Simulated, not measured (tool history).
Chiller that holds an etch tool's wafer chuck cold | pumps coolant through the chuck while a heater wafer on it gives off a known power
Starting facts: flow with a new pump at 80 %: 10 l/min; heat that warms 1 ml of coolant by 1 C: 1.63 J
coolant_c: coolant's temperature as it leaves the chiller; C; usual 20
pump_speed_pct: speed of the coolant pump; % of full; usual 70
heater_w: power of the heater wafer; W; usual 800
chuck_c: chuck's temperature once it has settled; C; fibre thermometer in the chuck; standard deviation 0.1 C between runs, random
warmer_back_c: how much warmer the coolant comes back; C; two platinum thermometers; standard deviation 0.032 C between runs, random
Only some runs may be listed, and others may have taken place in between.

Run 1, hour 0: usual settings. Result: chuck_c 27 C, warmer_back_c 3.33 C.
Run 2, hour 34.2: usual settings. Result: chuck_c 27.1 C, warmer_back_c 3.42 C.
Run 3, hour 57.7: usual settings but pump_speed_pct 65 % of full. Result: chuck_c 27.2 C, warmer_back_c 3.6 C.
Run 4, hour 82.3: usual settings but pump_speed_pct 65 % of full. Result: chuck_c 27.5 C, warmer_back_c 3.63 C.
Run 5, hour 127.2: usual settings. Result: chuck_c 26.9 C, warmer_back_c 3.33 C.
Run 6, hour 176.3: usual settings. Result: chuck_c 27.1 C, warmer_back_c 3.31 C.
Run 7, hour 198.7: usual settings. Result: chuck_c 27 C, warmer_back_c 3.31 C.
Run 8, hour 223.4: usual settings. Result: chuck_c 26.8 C, warmer_back_c 3.32 C.
Run 9, hour 264.1: usual settings but coolant_c 11 C. Result: chuck_c 18.1 C, warmer_back_c 3.31 C.
Run 10, hour 305.2: usual settings but coolant_c 11 C. Result: chuck_c 18 C, warmer_back_c 3.23 C.
Run 11, hour 327.9: usual settings but coolant_c 11 C. Result: chuck_c 18 C, warmer_back_c 3.32 C.
Run 12, hour 366: usual settings but coolant_c 11 C. Result: chuck_c 18 C, warmer_back_c 3.27 C.
Run 13, hour 406.1: usual settings but heater_w 857 W. Result: chuck_c 27.5 C, warmer_back_c 3.52 C.
Run 14, hour 447.7: usual settings but heater_w 495 W. Result: chuck_c 24.3 C, warmer_back_c 2.01 C.
Run 15, hour 487.2: usual settings. Result: chuck_c 27.1 C, warmer_back_c 3.24 C.
Run 16, hour 530.2: usual settings but pump_speed_pct 75 % of full. Result: chuck_c 26.4 C, warmer_back_c 3 C.
Run 17, hour 553.1: usual settings but coolant_c 16 C, pump_speed_pct 97 % of full, heater_w 580 W. Result: chuck_c 19.9 C, warmer_back_c 1.62 C.
Run 18, hour 576.8: usual settings but heater_w 745 W. Result: chuck_c 26.4 C, warmer_back_c 2.96 C.
Run 19, hour 608.7: usual settings but heater_w 745 W. Result: chuck_c 26.6 C, warmer_back_c 3 C.
Run 20, hour 650.8: usual settings but heater_w 745 W. Result: chuck_c 26.6 C, warmer_back_c 2.99 C.
Run 21, hour 697.6: usual settings but coolant_c 24 C, pump_speed_pct 74 % of full, heater_w 1128 W. Result: chuck_c 33.2 C, warmer_back_c 4.33 C.
Run 22, hour 730.2: usual settings but coolant_c 24 C, pump_speed_pct 74 % of full, heater_w 1128 W. Result: chuck_c 33.6 C, warmer_back_c 4.31 C.
Run 23, hour 771: usual settings but coolant_c 18 C, pump_speed_pct 86 % of full, heater_w 459 W. Result: chuck_c 21.4 C, warmer_back_c 1.38 C.
Run 24, hour 813.5: usual settings but coolant_c 14 C, pump_speed_pct 62 % of full, heater_w 810 W. Result: chuck_c 21.8 C, warmer_back_c 3.63 C.
Run 25, hour 860.1: usual settings but coolant_c 26 C, pump_speed_pct 68 % of full. Result: chuck_c 33.2 C, warmer_back_c 3.31 C.
Run 26, hour 880.6: usual settings but coolant_c 27 C, pump_speed_pct 61 % of full, heater_w 563 W. Result: chuck_c 32.5 C, warmer_back_c 2.51 C.
Run 27, hour 902.2: usual settings but coolant_c 27 C, pump_speed_pct 61 % of full, heater_w 563 W. Result: chuck_c 32.4 C, warmer_back_c 2.47 C.

Forecast run 28:
Run 28, hour 925.5: usual settings but coolant_c 17 C, pump_speed_pct 61 % of full, heater_w 563 W. Result: chuck_c ?, warmer_back_c ?.

chuck_c: 22.5 C
warmer_back_c: 2.5 C
With no hidden state in the tool, this same run would have given chuck_c 22.5 C, warmer_back_c 2.73 C.

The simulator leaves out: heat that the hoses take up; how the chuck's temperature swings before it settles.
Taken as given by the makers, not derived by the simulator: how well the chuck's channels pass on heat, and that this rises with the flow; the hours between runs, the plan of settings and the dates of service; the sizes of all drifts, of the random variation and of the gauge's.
